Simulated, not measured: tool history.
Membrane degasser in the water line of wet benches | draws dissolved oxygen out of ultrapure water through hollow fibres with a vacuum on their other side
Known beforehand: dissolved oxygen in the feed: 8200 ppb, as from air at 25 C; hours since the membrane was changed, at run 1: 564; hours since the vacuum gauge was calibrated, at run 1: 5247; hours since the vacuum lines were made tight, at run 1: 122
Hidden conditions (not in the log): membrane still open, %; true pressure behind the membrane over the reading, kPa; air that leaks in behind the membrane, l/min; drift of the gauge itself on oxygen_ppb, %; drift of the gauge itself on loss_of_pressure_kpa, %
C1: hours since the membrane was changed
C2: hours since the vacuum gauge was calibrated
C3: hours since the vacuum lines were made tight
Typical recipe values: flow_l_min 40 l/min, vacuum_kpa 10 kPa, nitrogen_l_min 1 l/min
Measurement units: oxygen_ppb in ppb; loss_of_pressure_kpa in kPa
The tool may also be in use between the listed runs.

{"run": 1, "hour": 0.0, "flow_l_min": 40, "vacuum_kpa": 10, "nitrogen_l_min": 1, "C1": 564, "C2": 5247, "C3": 122, "oxygen_ppb": 536.1, "loss_of_pressure_kpa": 65.93}
{"run": 2, "hour": 72.1, "flow_l_min": 40, "vacuum_kpa": 10, "nitrogen_l_min": 2.19, "C1": 636, "C2": 5319, "C3": 194, "oxygen_ppb": 280.8, "loss_of_pressure_kpa": 65.89}
{"run": 3, "hour": 160.5, "flow_l_min": 40, "vacuum_kpa": 10, "nitrogen_l_min": 1, "C1": 725, "C2": 5408, "C3": 282, "oxygen_ppb": 532.1, "loss_of_pressure_kpa": 65.77}
{"run": 4, "hour": 280.3, "flow_l_min": 40, "vacuum_kpa": 6.9, "nitrogen_l_min": 1, "C1": 844, "C2": 5528, "C3": 402, "oxygen_ppb": 301, "loss_of_pressure_kpa": 65.99}
{"run": 5, "hour": 435.9, "flow_l_min": 40, "vacuum_kpa": 10, "nitrogen_l_min": 1.4, "C1": 1000, "C2": 5683, "C3": 558, "oxygen_ppb": 407.5, "loss_of_pressure_kpa": 65.83}
{"run": 6, "hour": 589.2, "flow_l_min": 40, "vacuum_kpa": 10, "nitrogen_l_min": 1, "C1": 1153, "C2": 5837, "C3": 711, "oxygen_ppb": 532, "loss_of_pressure_kpa": 65.94}
{"run": 7, "hour": 672.9, "flow_l_min": 40, "vacuum_kpa": 10.9, "nitrogen_l_min": 1.27, "C1": 1237, "C2": 5920, "C3": 794, "oxygen_ppb": 494.2, "loss_of_pressure_kpa": 66.4}
{"run": 8, "hour": 789.6, "flow_l_min": 39, "vacuum_kpa": 10, "nitrogen_l_min": 1, "C1": 1354, "C2": 6037, "C3": 911, "oxygen_ppb": 525.2, "loss_of_pressure_kpa": 64.66}
{"hour": 802.5, "done": "vacuum gauge calibrated"}
{"run": 9, "hour": 867.3, "flow_l_min": 36, "vacuum_kpa": 11.4, "nitrogen_l_min": 2.51, "C1": 1431, "C2": 65, "C3": 988, "oxygen_ppb": 276.3, "loss_of_pressure_kpa": 59.97}

Run 10 is up next; what results do you expect?
{"run": 10, "hour": 955.4, "flow_l_min": 51, "vacuum_kpa": 24, "nitrogen_l_min": 2.15, "C1": 1519, "C2": 153, "C3": 1077, "oxygen_ppb": "?", "loss_of_pressure_kpa": "?"}

{"run 10": {"oxygen_ppb": 974.9, "loss_of_pressure_kpa": 84.53}}
The same run, on a tool lacking any hidden state, would have yielded oxygen_ppb 964 ppb, loss_of_pressure_kpa 83.92 kPa.
